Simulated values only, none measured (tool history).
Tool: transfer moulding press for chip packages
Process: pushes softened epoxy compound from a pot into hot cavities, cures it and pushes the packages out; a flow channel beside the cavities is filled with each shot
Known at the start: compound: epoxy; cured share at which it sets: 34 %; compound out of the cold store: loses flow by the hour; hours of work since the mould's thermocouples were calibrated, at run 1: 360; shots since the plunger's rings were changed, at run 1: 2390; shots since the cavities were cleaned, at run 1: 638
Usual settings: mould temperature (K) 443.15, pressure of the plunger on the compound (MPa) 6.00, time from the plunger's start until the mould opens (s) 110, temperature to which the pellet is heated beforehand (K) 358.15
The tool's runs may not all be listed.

run,hour,mould temperature (K),pressure of the plunger on the compound (MPa),time from the plunger's start until the mould opens (s),temperature to which the pellet is heated beforehand (K),hours of work since the mould's thermocouples were calibrated,shots since the plunger's rings were changed,shots since the cavities were cleaned,incoming compound's hours out of the cold store,length that the compound runs in the flow channel (mm),greatest force on the pins that push the packages out (N)
1,0.0,443.15,6.00,110,358.15,360,2390,638,19.9,560,335
# hour 7.5: cavities cleaned with cleaning compound and waxed
2,33.4,443.15,6.00,110,358.15,384,2766,306,31.2,517,299
# hour 70.6: cavities cleaned with cleaning compound and waxed
3,88.8,443.15,6.00,110,358.15,425,3402,215,18.7,550,284
4,120.7,443.15,4.51,110,358.15,450,3778,591,45.0,413,314
# hour 133.6: cavities cleaned with cleaning compound and waxed
5,170.5,443.15,4.51,110,358.15,487,4348,436,18.0,469,306
# hour 198.6: cavities cleaned with cleaning compound and waxed
6,217.3,443.15,4.51,110,358.15,522,4881,220,22.8,449,274
# hour 237.2: mould's thermocouples calibrated
# hour 262.7: cavities cleaned with cleaning compound and waxed
7,262.7,443.15,4.51,110,358.15,18,5375,0,11.3,475,247
# hour 284.6: plunger's sealing rings changed
8,296.9,443.15,6.00,110,358.15,43,145,375,44.9,511,281
# hour 326.8: cavities cleaned with cleaning compound and waxed
9,326.8,443.15,4.77,110,358.15,65,479,0,37.6,474,235
# hour 367.5: mould's thermocouples calibrated, once more
10,381.0,443.15,4.77,110,358.15,10,1095,616,35.5,476,332
# hour 390.0: cavities cleaned with cleaning compound and waxed
11,432.8,443.15,4.77,110,358.15,49,1688,505,45.1,450,312
# hour 452.3: cavities cleaned with cleaning compound and waxed
12,484.9,443.15,6.00,110,363.15,88,2285,385,36.7,514,306
# hour 516.0: cavities cleaned with cleaning compound and waxed
13,518.8,437.15,6.00,110,363.15,113,2667,33,11.3,604,419
14,546.9,437.15,6.00,110,363.15,134,2997,363,30.9,547,482
# hour 578.3: cavities cleaned with cleaning compound and waxed
15,578.3,437.15,6.00,110,363.15,157,3350,0,28.2,543,396
16,632.2,445.15,6.00,92,351.15,198,3987,637,11.7,563,469
# hour 642.2: cavities cleaned with cleaning compound and waxed
17,682.1,440.15,5.60,110,358.15,236,4557,470,38.6,478,387
# hour 706.4: cavities cleaned with cleaning compound and waxed
18,706.4,440.15,5.37,128,357.15,253,4826,0,9.7,540,251
19,734.4,440.15,5.43,126,356.15,275,5156,330,33.6,473,276
20,756.6,443.15,6.00,137,358.15,292,5418,592,24.5,515,253
# hour 767.8: cavities cleaned with cleaning compound and waxed
# hour 773.9: plunger's sealing rings changed
21,785.3,443.15,6.00,137,358.15,310,135,177,8.2,624,234
22,823.1,443.15,5.67,110,356.15,339,580,622,40.2,509,334
# hour 833.8: cavities cleaned with cleaning compound and waxed
23,876.3,447.15,5.65,124,357.15,379,1190,501,12.8,570,250
# hour 897.5: cavities cleaned with cleaning compound and waxed
24,913.8,443.15,6.29,110,349.15,407,1615,193,17.0,591,308
25,952.1,449.15,7.21,110,358.15,436,2066,644,24.0,588,261
# hour 962.4: cavities cleaned with cleaning compound and waxed
26,1001.7,449.15,4.79,136,366.15,473,2633,463,27.8,466,227
# hour 1025.3: cavities cleaned with cleaning compound and waxed
27,1025.3,445.15,6.00,110,358.15,490,2895,0,12.9,571,220

4 ways to go on from here, each from the tool as it stands after run 27. What would each give?
A,1048.3,439.15,6.00,110,358.15,508,3166,271,9.2,?,?
B,1048.3,443.15,6.39,107,360.15,508,3166,271,18.2,?,?
C,1048.3,437.15,6.07,93,358.15,508,3166,271,32.7,?,?
D,1048.3,443.15,5.99,123,363.15,508,3166,271,12.1,?,?

run,length that the compound runs in the flow channel (mm),greatest force on the pins that push the packages out (N)
A,599,424
B,573,311
C,536,615
D,569,249
Without the tool's hidden state the same runs would have given:
run,length that the compound runs in the flow channel (mm),greatest force on the pins that push the packages out (N)
A,641,380
B,613,276
C,573,542
D,608,215
